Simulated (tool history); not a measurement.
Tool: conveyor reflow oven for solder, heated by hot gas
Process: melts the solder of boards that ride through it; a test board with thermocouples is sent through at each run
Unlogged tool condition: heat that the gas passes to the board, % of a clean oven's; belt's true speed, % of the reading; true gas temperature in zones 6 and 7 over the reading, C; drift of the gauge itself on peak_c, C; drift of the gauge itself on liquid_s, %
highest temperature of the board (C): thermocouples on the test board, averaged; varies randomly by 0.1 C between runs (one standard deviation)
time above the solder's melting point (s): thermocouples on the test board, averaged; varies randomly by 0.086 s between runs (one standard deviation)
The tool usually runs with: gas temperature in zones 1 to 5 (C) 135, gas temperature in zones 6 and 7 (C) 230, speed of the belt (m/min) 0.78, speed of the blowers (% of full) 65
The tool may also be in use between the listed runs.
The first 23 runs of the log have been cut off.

run,hour,gas temperature in zones 1 to 5 (C),gas temperature in zones 6 and 7 (C),speed of the belt (m/min),speed of the blowers (% of full),hours of work since the flux was cleaned out,hours of work since the belt drive was overhauled,hours of work since the thermocouples were changed,highest temperature of the board (C),time above the solder's melting point (s)
24,294.8,135,243,0.739,65,75,252,328,222.8,44.5
25,308.9,135,243,0.739,65,86,263,339,222.8,44.53
26,319.7,135,243,0.621,65,94,271,347,228.8,57
27,328.2,135,231,0.793,65,101,278,353,209.9,33.91
28,338.1,135,240,0.78,88,108,285,361,224.6,43.45
29,347,135,240,0.78,88,115,292,368,224.9,43.37
30,359.7,135,240,0.78,88,125,302,377,224.7,43.51
31,368,135,240,0.78,50,131,308,384,211.2,34.63
32,376.8,146,230,0.63,76,138,315,391,220.4,55.44

3 options for the next run, each taken on its own from the tool as it stands now. Forecast them:
A,389.6,123,230,0.872,56,148,325,400,?,?
B,389.6,135,227,0.78,81,148,325,400,?,?
C,389.6,146,236,0.767,76,148,325,400,?,?

run,highest temperature of the board (C),time above the solder's melting point (s)
A,198.1,18.35
B,211.8,36.39
C,220.6,44.97
Take away the tool's hidden state, keep each run's random variation, and the runs would have read:
run,highest temperature of the board (C),time above the solder's melting point (s)
A,198.7,18.92
B,212.2,36.76
C,220.9,45.08

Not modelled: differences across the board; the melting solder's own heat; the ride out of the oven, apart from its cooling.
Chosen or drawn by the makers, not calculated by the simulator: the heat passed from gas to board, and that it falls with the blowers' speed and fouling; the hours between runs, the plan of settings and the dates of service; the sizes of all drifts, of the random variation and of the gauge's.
